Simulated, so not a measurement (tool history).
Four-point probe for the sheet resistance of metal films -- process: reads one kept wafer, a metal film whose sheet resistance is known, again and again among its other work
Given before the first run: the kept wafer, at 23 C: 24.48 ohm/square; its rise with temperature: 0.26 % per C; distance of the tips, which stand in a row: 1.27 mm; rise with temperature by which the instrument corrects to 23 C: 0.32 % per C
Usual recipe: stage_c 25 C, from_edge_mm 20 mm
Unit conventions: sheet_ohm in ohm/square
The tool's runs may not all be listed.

| run | hour | stage_c | from_edge_mm | sheet_ohm |
|---|---|---|---|---|
| 1 | 0 | 25 | 20 | 24.274586 |
| 2 | 74.5 | 25 | 20 | 24.267101 |
| 3 | 115.9 | 25 | 20 | 24.261836 |
| 4 | 191.3 | 25 | 20 | 24.262562 |
| 5 | 230.4 | 25 | 20 | 24.257252 |
| 6 | 293.8 | 25 | 49 | 24.203899 |
| 7 | 365.2 | 19 | 20 | 24.313576 |
| 8 | 443 | 19 | 20 | 24.317982 |
| 9 | 518.5 | 25 | 3 | 26.282829 |
| 10 | 582.3 | 25 | 3 | 26.276823 |
| 11 | 617.4 | 25 | 3 | 26.272974 |
| 12 | 689.9 | 25 | 3 | 26.264375 |
| 13 | 726.8 | 25 | 3 | 26.256884 |
| 14 | 772.5 | 23 | 20 | 24.230929 |
| 15 | 814.6 | 23 | 20 | 24.22819 |
| 16 | 860.6 | 23 | 20 | 24.224287 |
| 17 | 937.4 | 23 | 9 | 24.415847 |
|  | 941.9 | stage's thermometer calibrated |
| 18 | 1009.3 | 23 | 9 | 24.388693 |
| 19 | 1045.2 | 23 | 9 | 24.384426 |
| 20 | 1081.7 | 23 | 9 | 24.382283 |
| 21 | 1145.2 | 23 | 16 | 24.205643 |
| 22 | 1221 | 23 | 16 | 24.201776 |
|  | 1268 | stage's thermometer calibrated, once more |
| 23 | 1274.5 | 21 | 30 | 24.199512 |
| 24 | 1353.8 | 20 | 40 | 24.183476 |
| 25 | 1430.9 | 33 | 47 | 24.009313 |
| 26 | 1504.9 | 18 | 45 | 24.200764 |
| 27 | 1552 | 20 | 5 | 24.958555 |
| 28 | 1588.6 | 27 | 3 | 26.156656 |
| 29 | 1621.2 | 22 | 20 | 24.175187 |
| 30 | 1666.3 | 33 | 23 | 24.017879 |
| 31 | 1740.2 | 25 | 12 | 24.209559 |
| 32 | 1798.6 | 25 | 12 | 24.211006 |
| 33 | 1849.8 | 23 | 9 | 24.344958 |
| 34 | 1916.1 | 33 | 55 | 23.952524 |
| 35 | 1970.5 | 25 | 34 | 24.059196 |
| 36 | 2012.9 | 25 | 34 | 24.065252 |
| 37 | 2076.5 | 23 | 25 | 24.095267 |
| 38 | 2114.3 | 23 | 25 | 24.089316 |
| 39 | 2185.3 | 30 | 4 | 25.194812 |
| 40 | 2264.5 | 19 | 56 | 24.103887 |
| 41 | 2342.2 | 28 | 18 | 24.044133 |
| 42 | 2411.8 | 34 | 3 | 25.977541 |
| 43 | 2458.5 | 24 | 54 | 24.018699 |
| 44 | 2506.1 | 24 | 54 | 24.01196 |

Predict each of these 3 candidate next runs independently; none follows another, all start after run 44:
| A | 2582.6 | 25 | 7 | ? |
| B | 2582.6 | 20 | 24 | ? |
| C | 2582.6 | 23 | 49 | ? |

| run | sheet_ohm |
|---|---|
| A | 24.4096 |
| B | 24.094422 |
| C | 24.030986 |
With the hidden condition removed and each run's random variation left untouched, the same runs would have given:
| run | sheet_ohm |
|---|---|
| A | 24.883461 |
| B | 24.562868 |
| C | 24.498157 |
